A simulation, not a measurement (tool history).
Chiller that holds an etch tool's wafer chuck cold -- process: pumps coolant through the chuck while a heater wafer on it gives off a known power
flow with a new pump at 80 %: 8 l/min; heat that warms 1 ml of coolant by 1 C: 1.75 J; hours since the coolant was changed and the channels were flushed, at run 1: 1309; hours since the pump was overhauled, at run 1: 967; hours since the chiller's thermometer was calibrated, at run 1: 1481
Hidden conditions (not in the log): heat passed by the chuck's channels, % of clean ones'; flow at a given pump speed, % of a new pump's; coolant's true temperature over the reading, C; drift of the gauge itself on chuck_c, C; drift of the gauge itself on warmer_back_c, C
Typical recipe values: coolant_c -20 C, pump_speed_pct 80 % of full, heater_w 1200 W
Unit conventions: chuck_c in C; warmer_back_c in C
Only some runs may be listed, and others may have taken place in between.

run     day  coolant_c  pump_speed_pct  heater_w  hours since the coolant was changed and the channels were flushed  hours since the pump was overhauled  hours since the chiller's thermometer was calibrated  chuck_c  warmer_back_c
  1   0.000        -20              80      1200                                                               1309                                  967                                                  1481    -11.3           5.23
  2   0.838        -15              80      1200                                                               1330                                  987                                                  1501     -6.5           5.21
  3   2.383        -15              80      1200                                                               1367                                 1024                                                  1538     -6.5           5.21
  4   3.596        -15              80      1200                                                               1396                                 1053                                                  1567     -6.2           5.23
  5   4.733        -15              80      1200                                                               1423                                 1080                                                  1594     -6.0           5.25
  6   5.546        -15              80      1200                                                               1442                                 1100                                                  1614     -6.5           5.31
  7   6.996        -15              80      1200                                                               1477                                 1135                                                  1649     -6.5           5.25
  8   8.392        -15              80      1200                                                               1511                                 1168                                                  1682     -6.5           5.25
  9   9.408        -15              80      1200                                                               1535                                 1193                                                  1706     -6.3           5.28
 10  10.596        -15              80      1200                                                               1564                                 1221                                                  1735     -6.4           5.28
 11  11.458        -20              80      1200                                                               1584                                 1242                                                  1756    -11.4           5.31
 12  13.162        -20              80      1200                                                               1625                                 1283                                                  1797    -11.3           5.29
 13  14.188        -20              80      1200                                                               1650                                 1307                                                  1821    -11.3           5.25
 14  15.954        -20              80      1132                                                               1692                                 1350                                                  1864    -11.8           4.98
 15  17.525        -20              80      1132                                                               1730                                 1387                                                  1901    -11.9           4.99
 16  18.783        -20              80      1132                                                               1760                                 1418                                                  1932    -11.8           4.96
 17  19.917        -20              91       848                                                               1787                                 1445                                                  1959    -14.8           3.22
 18  21.279        -14              91       990                                                               1820                                 1477                                                  1991     -7.6           3.85
 19  22.346        -20              64      1769                                                               1846                                 1503                                                  2017     -4.5           9.87
 20  23.500        -20              64      1769                                                               1873                                 1531                                                  2045     -4.4           9.85
 21  24.975        -22              81      1515                                                               1909                                 1566                                                  2080    -10.9           6.60
 22  25.867        -22              81      1515                                                               1930                                 1588                                                  2101    -11.0           6.59
 23  27.058        -22              81      1515                                                               1959                                 1616                                                  2130    -11.0           6.65
 24  28.662        -13              64      1261                                                               1997                                 1655                                                  2169     -2.0           7.06
 25  29.579        -13              80      1335                                                               2019                                 1677                                                  2191     -3.1           5.96
 26  30.654        -27              81       646                                                               2045                                 1702                                                  2216    -22.5           2.83
 27  31.625        -27              81       646                                                               2068                                 1726                                                  2240    -22.6           2.84
 28  32.858        -27              81       646                                                               2098                                 1755                                                  2269    -22.9           2.84
 29  34.583        -27              81       646                                                               2139                                 1797                                                  2311    -22.4           2.85
 30  35.367        -27              81       646                                                               2158                                 1816                                                  2329    -22.7           2.79
 31  36.638        -27              81       646                                                               2189                                 1846                                                  2360    -22.6           2.80
 32  37.883        -21              78      1348                                                               2219                                 1876                                                  2390    -10.9           6.19

For some of the steps in warmer_back_c from one run to the next: how much would appear even if the tool had no hidden state, given the settings, what came in and random variation, and how much remains for the hidden state plus any gauge scatter that the measured result and the result without hidden state don't share?
Run 18 -> 19: coolant_c -14 -> -20, pump_speed_pct 91 -> 64, heater_w 990 -> 1769. warmer_back_c +6.02 C: hidden state +0.19, all else +5.83.
Run 20 -> 21: coolant_c -20 -> -22, pump_speed_pct 64 -> 81, heater_w 1769 -> 1515. warmer_back_c -3.25 C: hidden state -0.11, all else -3.14.
Run 31 -> 32: coolant_c -27 -> -21, pump_speed_pct 81 -> 78, heater_w 646 -> 1348. warmer_back_c +3.39 C: hidden state +0.13, all else +3.26.
